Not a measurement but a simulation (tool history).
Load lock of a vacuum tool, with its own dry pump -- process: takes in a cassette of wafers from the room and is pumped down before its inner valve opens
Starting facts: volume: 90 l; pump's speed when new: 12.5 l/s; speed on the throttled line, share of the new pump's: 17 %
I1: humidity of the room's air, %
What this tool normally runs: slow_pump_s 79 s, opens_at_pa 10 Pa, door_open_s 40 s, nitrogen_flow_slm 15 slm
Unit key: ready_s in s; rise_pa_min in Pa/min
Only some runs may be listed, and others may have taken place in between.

Run 1, hour 0: usual settings; I1 45.5. Result: ready_s 138.8 s, rise_pa_min 0.056 Pa/min.
Run 2, hour 207.4: usual settings; I1 42.4. Result: ready_s 138.3 s, rise_pa_min 0.057 Pa/min.
Run 3, hour 334.1: usual settings; I1 43.4. Result: ready_s 138.2 s, rise_pa_min 0.063 Pa/min.
Run 4, hour 512.8: usual settings but nitrogen_flow_slm 24 slm; I1 45.3. Result: ready_s 137.2 s, rise_pa_min 0.059 Pa/min.
Run 5, hour 661.7: usual settings but door_open_s 133 s; I1 47.8. Result: ready_s 136.3 s, rise_pa_min 0.096 Pa/min.
Run 6, hour 827.2: usual settings but slow_pump_s 96 s; I1 46. Result: ready_s 151 s, rise_pa_min 0.081 Pa/min.
Run 7, hour 980.2: usual settings but slow_pump_s 47 s; I1 47.5. Result: ready_s 113 s, rise_pa_min 0.088 Pa/min.
Run 8, hour 1094.8: usual settings but slow_pump_s 47 s; I1 45.8. Result: ready_s 112.4 s, rise_pa_min 0.089 Pa/min.
Run 9, hour 1189.9: usual settings but slow_pump_s 47 s; I1 47.5. Result: ready_s 110.8 s, rise_pa_min 0.096 Pa/min.
Run 10, hour 1291.2: usual settings but slow_pump_s 47 s; I1 40. Result: ready_s 112.8 s, rise_pa_min 0.095 Pa/min.
Run 11, hour 1507.1: usual settings but slow_pump_s 47 s; I1 46.1. Result: ready_s 114.2 s, rise_pa_min 0.104 Pa/min.
Run 12, hour 1643.2: usual settings but slow_pump_s 47 s; I1 46.3. Result: ready_s 112.4 s, rise_pa_min 0.108 Pa/min.
Run 13, hour 1751.6: usual settings but slow_pump_s 47 s; I1 45.8. Result: ready_s 112.7 s, rise_pa_min 0.113 Pa/min.
Run 14, hour 1847.1: usual settings but slow_pump_s 47 s; I1 44.6. Result: ready_s 113.1 s, rise_pa_min 0.116 Pa/min.
Run 15, hour 2013.6: usual settings but slow_pump_s 47 s; I1 42.6. Result: ready_s 113 s, rise_pa_min 0.126 Pa/min.
Run 16, hour 2178.4: usual settings but slow_pump_s 47 s; I1 48.8. Result: ready_s 113.7 s, rise_pa_min 0.132 Pa/min.
Run 17, hour 2287.3: usual settings; I1 47.4. Result: ready_s 140.4 s, rise_pa_min 0.139 Pa/min.
Run 18, hour 2415.1: usual settings; I1 45.5. Result: ready_s 139.5 s, rise_pa_min 0.146 Pa/min.
Run 19, hour 2552.5: usual settings; I1 44.8. Result: ready_s 139.4 s, rise_pa_min 0.151 Pa/min.
Run 20, hour 2724.4: usual settings but slow_pump_s 62 s, opens_at_pa 15 Pa, nitrogen_flow_slm 33 slm; I1 42.7. Result: ready_s 123.7 s, rise_pa_min 0.145 Pa/min.

Run 21 has not been measured yet. What should we expect?
Run 21, hour 2925.4: usual settings but slow_pump_s 82 s, opens_at_pa 8 Pa, door_open_s 159 s; I1 47.3. Result: ready_s ?, rise_pa_min ?.

{"run 21": {"ready_s": 144.1, "rise_pa_min": 0.194}}
Were there no unlogged condition in the tool, this run, its random variation unchanged, would have produced ready_s 135.9 s, rise_pa_min 0.052 Pa/min.
